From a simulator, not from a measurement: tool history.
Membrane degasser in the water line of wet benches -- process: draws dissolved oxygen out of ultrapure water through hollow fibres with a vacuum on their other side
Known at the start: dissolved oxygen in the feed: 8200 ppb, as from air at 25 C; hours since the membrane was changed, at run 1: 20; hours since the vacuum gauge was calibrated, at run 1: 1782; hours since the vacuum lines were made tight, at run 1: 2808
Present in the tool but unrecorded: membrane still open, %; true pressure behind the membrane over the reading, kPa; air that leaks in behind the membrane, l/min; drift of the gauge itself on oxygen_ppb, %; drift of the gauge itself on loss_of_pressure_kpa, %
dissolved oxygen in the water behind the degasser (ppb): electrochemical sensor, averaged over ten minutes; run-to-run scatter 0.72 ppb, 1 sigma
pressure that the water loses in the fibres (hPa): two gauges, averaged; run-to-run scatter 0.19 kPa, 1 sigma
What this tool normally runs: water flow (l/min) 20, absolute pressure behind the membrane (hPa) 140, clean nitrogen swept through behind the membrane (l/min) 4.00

run,hour,water flow (l/min),absolute pressure behind the membrane (hPa),clean nitrogen swept through behind the membrane (l/min),hours since the membrane was changed,hours since the vacuum gauge was calibrated,hours since the vacuum lines were made tight,dissolved oxygen in the water behind the degasser (ppb),pressure that the water loses in the fibres (hPa)
1,0.0,20,140,4.00,20,1782,2808,132.3,408.8
2,42.1,20,154,4.00,62,1824,2851,150.6,411.2
3,87.9,20,154,4.00,108,1870,2896,149.6,411.9
4,123.0,20,154,4.00,143,1905,2932,150.0,406.8
5,162.6,20,154,4.00,183,1945,2971,148.7,407.1
6,197.7,20,140,4.00,218,1980,3006,134.1,410.1
7,221.8,20,140,4.00,242,2004,3030,134.8,408.2
8,265.5,14,140,4.00,285,2048,3074,94.4,287.0
9,317.3,14,140,4.00,337,2100,3126,93.8,286.5
10,352.2,20,140,4.00,372,2135,3161,134.0,409.3
11,403.2,20,140,4.00,423,2186,3212,133.3,409.3
12,425.6,20,140,6.83,446,2208,3234,80.6,410.0
13,471.3,20,140,4.00,491,2254,3280,135.4,409.3
14,511.6,29,140,4.00,531,2294,3320,196.8,591.5
15,535.5,29,140,4.00,555,2318,3344,198.5,593.0
16,586.7,20,140,9.79,607,2369,3395,57.7,408.6
17,635.1,20,140,9.79,655,2417,3444,58.5,410.9
18,680.2,17,335,3.60,700,2463,3489,336.4,348.7
19,734.9,13,127,5.06,755,2517,3543,61.9,269.1
20,773.5,13,127,5.06,793,2556,3582,61.9,268.3
21,814.3,13,127,5.06,834,2597,3623,61.9,266.3
22,839.9,29,99,9.64,860,2622,3648,63.7,595.3
23,867.8,27,140,3.93,888,2650,3676,187.2,553.3
24,891.2,23,344,5.69,911,2674,3700,305.4,469.4
25,930.9,25,225,5.69,951,2713,3739,211.7,510.8
26,981.9,25,225,5.69,1002,2764,3790,209.9,512.8
27,1012.6,20,165,1.83,1032,2795,3821,336.1,409.8
28,1059.7,20,165,1.83,1080,2842,3868,337.2,411.3
29,1093.9,20,165,1.83,1114,2876,3902,334.7,412.3
30,1119.5,28,171,4.46,1139,2902,3928,219.8,573.4
31,1150.0,15,129,6.66,1170,2932,3959,56.1,307.3
32,1178.3,15,129,6.66,1198,2961,3987,55.6,308.6
33,1231.9,20,140,7.02,1252,3014,4040,78.9,408.9

Hidden state or all else? Some run-to-run changes of dissolved oxygen in the water behind the degasser (ppb), split into what the settings, what came in and random variation would give without the hidden state, and what is left for the hidden state (with any gauge scatter that isn't in both results):
Run 17 -> 18: water flow (l/min) 20 -> 17, absolute pressure behind the membrane (hPa) 140 -> 335, clean nitrogen swept through behind the membrane (l/min) 9.79 -> 3.60. dissolved oxygen in the water behind the degasser (ppb) +277.9: hidden state +2.4, all else +275.5.
Run 18 -> 19: water flow (l/min) 17 -> 13, absolute pressure behind the membrane (hPa) 335 -> 127, clean nitrogen swept through behind the membrane (l/min) 3.60 -> 5.06. dissolved oxygen in the water behind the degasser (ppb) -274.5: hidden state -2.1, all else -272.4.
Run 26 -> 27: water flow (l/min) 25 -> 20, absolute pressure behind the membrane (hPa) 225 -> 165, clean nitrogen swept through behind the membrane (l/min) 5.69 -> 1.83. dissolved oxygen in the water behind the degasser (ppb) +126.2: hidden state +1.2, all else +125.0.
Run 30 -> 31: water flow (l/min) 28 -> 15, absolute pressure behind the membrane (hPa) 171 -> 129, clean nitrogen swept through behind the membrane (l/min) 4.46 -> 6.66. dissolved oxygen in the water behind the degasser (ppb) -163.7: hidden state -1.0, all else -162.7.

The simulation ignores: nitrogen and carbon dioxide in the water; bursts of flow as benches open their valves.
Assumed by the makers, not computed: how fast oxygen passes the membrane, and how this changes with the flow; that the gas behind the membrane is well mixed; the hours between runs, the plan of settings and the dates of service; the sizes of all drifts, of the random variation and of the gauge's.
